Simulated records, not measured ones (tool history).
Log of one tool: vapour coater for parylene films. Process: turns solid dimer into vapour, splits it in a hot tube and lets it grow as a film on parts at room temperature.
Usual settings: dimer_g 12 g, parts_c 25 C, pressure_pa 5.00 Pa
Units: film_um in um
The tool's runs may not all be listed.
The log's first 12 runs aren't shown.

| run | hour | dimer_g | parts_c | pressure_pa | hours of work since the trap's valve was overhauled | hours of work since the table's thermometer was calibrated | film_um |
|---|---|---|---|---|---|---|---|
| 13 | 209.8 | 9 | 23 | 5.00 | 159 | 805 | 3.14 |
| 14 | 227.6 | 12 | 25 | 5.00 | 173 | 819 | 3.95 |
| 15 | 250.2 | 12 | 25 | 8.42 | 190 | 836 | 3.49 |
|  | 270.2 | trap's valve overhauled |
| 16 | 271.6 | 12 | 25 | 8.42 | 1 | 849 | 3.58 |
| 17 | 288.8 | 12 | 25 | 8.42 | 14 | 862 | 3.55 |
|  | 300.2 | table's thermometer calibrated |
| 18 | 314.6 | 12 | 32 | 5.00 | 33 | 11 | 3.28 |
| 19 | 339.3 | 12 | 32 | 5.00 | 52 | 30 | 3.32 |
| 20 | 353.1 | 12 | 32 | 5.00 | 62 | 40 | 3.25 |
| 21 | 377.8 | 12 | 32 | 5.00 | 81 | 59 | 3.31 |
| 22 | 394.4 | 12 | 31 | 7.89 | 94 | 72 | 3.07 |
| 23 | 408.1 | 10 | 34 | 4.63 | 104 | 82 | 2.62 |
| 24 | 427.2 | 11 | 31 | 5.00 | 119 | 97 | 3.06 |
| 25 | 454.9 | 12 | 29 | 3.81 | 140 | 118 | 3.75 |
| 26 | 469.1 | 21 | 25 | 5.00 | 150 | 128 | 6.96 |
| 27 | 482.1 | 8 | 24 | 10.92 | 160 | 138 | 2.30 |
| 28 | 506.6 | 14 | 25 | 5.00 | 179 | 157 | 4.66 |

Run 29 comes next. What will it give?
| 29 | 534.9 | 5 | 25 | 5.00 | 200 | 178 | ? |

film_um: 1.65 um
Without the tool's hidden state the same run would have given film_um 1.66 um.
